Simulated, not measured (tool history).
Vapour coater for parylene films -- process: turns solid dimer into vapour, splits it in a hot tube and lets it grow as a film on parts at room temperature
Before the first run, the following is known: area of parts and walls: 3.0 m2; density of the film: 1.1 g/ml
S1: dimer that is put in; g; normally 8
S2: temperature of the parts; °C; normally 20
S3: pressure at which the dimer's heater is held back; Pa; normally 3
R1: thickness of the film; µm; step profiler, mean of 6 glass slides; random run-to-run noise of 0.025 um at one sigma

Run 1, hour 0: usual settings. Result: R1 1.81 µm.
Run 2, hour 13: usual settings. Result: R1 1.82 µm.
Run 3, hour 24.1: usual settings. Result: R1 1.82 µm.
Run 4, hour 37.7: usual settings. Result: R1 1.87 µm.
Run 5, hour 51.6: usual settings. Result: R1 1.81 µm.
Run 6, hour 68.7: usual settings but S1 7 g. Result: R1 1.59 µm.
Run 7, hour 86.5: usual settings but S1 7 g. Result: R1 1.57 µm.
Run 8, hour 97.7: usual settings but S3 5.56 Pa. Result: R1 1.72 µm.
Run 9, hour 113: usual settings but S1 4 g, S2 18 °C, S3 5.56 Pa. Result: R1 0.93 µm.
Run 10, hour 124.8: usual settings but S1 4 g, S2 18 °C, S3 5.56 Pa. Result: R1 0.9 µm.
Run 11, hour 142.4: usual settings but S1 4 g, S2 18 °C, S3 5.56 Pa. Result: R1 0.92 µm.
Run 12, hour 151.8: usual settings but S1 12 g, S2 18 °C, S3 5.56 Pa. Result: R1 2.73 µm.
Run 13, hour 164.8: usual settings but S1 12 g, S2 18 °C, S3 11.72 Pa. Result: R1 2.64 µm.
Run 14, hour 179.6: usual settings but S1 12 g, S2 18 °C, S3 11.72 Pa. Result: R1 2.6 µm.

Run 15 has not been measured yet. What should we expect?
Run 15, hour 191.2: usual settings but S1 5 g, S2 18 °C, S3 11.72 Pa. Result: R1 ?.

R1: 1.05 µm
With no hidden state in the tool, this same run would have given R1 1.13 µm.
